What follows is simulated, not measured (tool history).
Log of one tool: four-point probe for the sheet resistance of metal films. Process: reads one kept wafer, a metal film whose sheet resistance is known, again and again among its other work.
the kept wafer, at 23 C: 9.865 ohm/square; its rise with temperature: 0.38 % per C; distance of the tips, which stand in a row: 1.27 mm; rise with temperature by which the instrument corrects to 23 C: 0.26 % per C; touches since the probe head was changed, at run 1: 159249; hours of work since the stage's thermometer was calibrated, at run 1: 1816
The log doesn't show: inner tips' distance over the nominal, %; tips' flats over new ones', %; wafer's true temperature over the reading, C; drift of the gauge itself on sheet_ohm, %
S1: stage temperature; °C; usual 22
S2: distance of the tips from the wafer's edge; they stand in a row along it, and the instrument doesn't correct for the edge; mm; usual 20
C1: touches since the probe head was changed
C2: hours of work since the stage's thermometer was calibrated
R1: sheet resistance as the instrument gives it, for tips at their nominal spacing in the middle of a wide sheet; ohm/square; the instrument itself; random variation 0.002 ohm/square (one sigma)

run	hour	S1	S2	C1	C2	R1
1	0.0	22	20	159249	1816	9.912501
2	110.7	22	20	164470	1875	9.916478
3	227.1	22	19	169959	1937	9.920193
4	282.0	22	19	172550	1966	9.920142
5	391.6	22	19	177718	2025	9.919809
6	517.3	22	19	183646	2092	9.920743
7	600.6	22	19	187578	2136	9.923285
8	670.8	22	4	190886	2174	10.401078
9	734.8	22	20	193907	2208	9.918152
10	845.9	22	20	199145	2267	9.919727
11	930.5	22	20	203135	2312	9.922721
# hour 940.0: stage's thermometer calibrated
12	1041.1	22	20	208331	54	9.914701
13	1154.9	24	20	213695	115	9.936722
# hour 1200.4: stage's thermometer calibrated, once more
14	1262.5	22	3	218746	33	10.785182
15	1331.6	22	20	222005	70	9.943867
16	1444.1	25	20	227311	130	9.974368
17	1534.4	25	20	231573	178	9.980288
18	1588.8	25	20	234136	207	9.976741
19	1660.5	22	13	237517	245	9.971981
# hour 1755.9: new probe head fitted
20	1768.2	22	13	580	302	9.932795
21	1875.7	22	20	5650	360	9.901474
22	1966.4	22	20	9929	408	9.899892
23	2042.7	23	4	13528	449	10.399950
24	2115.3	28	20	16949	488	9.968297
25	2189.0	22	8	20425	527	10.014724
26	2254.2	22	8	23503	562	10.014051
27	2361.0	28	15	28539	619	9.991478
28	2486.2	27	45	34443	685	9.947418
29	2602.2	27	45	39913	747	9.944565
30	2662.0	27	45	42735	779	9.946417
31	2728.1	31	5	45853	815	10.322859
32	2830.0	31	5	50660	869	10.321786
33	2923.9	21	20	55088	919	9.899579
34	3018.2	23	8	59536	969	10.033815
35	3120.8	23	8	64375	1024	10.034154
36	3240.9	23	8	70041	1088	10.034403
37	3320.9	29	7	73814	1131	10.144910
38	3410.0	18	5	78016	1178	10.177748
39	3515.5	18	5	82992	1235	10.177802

Some steps in R1 between neighbouring runs. How much of each would the tool show without its hidden state too (settings, what came in, random variation), and how much is left for the hidden state, with any gauge scatter that isn't in both results?
Run 11 -> 12: stage's thermometer calibrated. R1 -0.008020 ohm/square: hidden state -0.006704, all else -0.001316.
Run 13 -> 14: S1 24 -> 22, S2 20 -> 3, stage's thermometer calibrated, once more. R1 +0.848460 ohm/square: hidden state +0.030288, all else +0.818172.
Run 14 -> 15: S2 3 -> 20. R1 -0.841315 ohm/square: hidden state -0.004482, all else -0.836833.
Run 19 -> 20: new probe head fitted. R1 -0.039186 ohm/square: hidden state -0.043244, all else +0.004058.
Run 22 -> 23: S1 22 -> 23, S2 20 -> 4. R1 +0.500058 ohm/square: hidden state +0.001955, all else +0.498103.

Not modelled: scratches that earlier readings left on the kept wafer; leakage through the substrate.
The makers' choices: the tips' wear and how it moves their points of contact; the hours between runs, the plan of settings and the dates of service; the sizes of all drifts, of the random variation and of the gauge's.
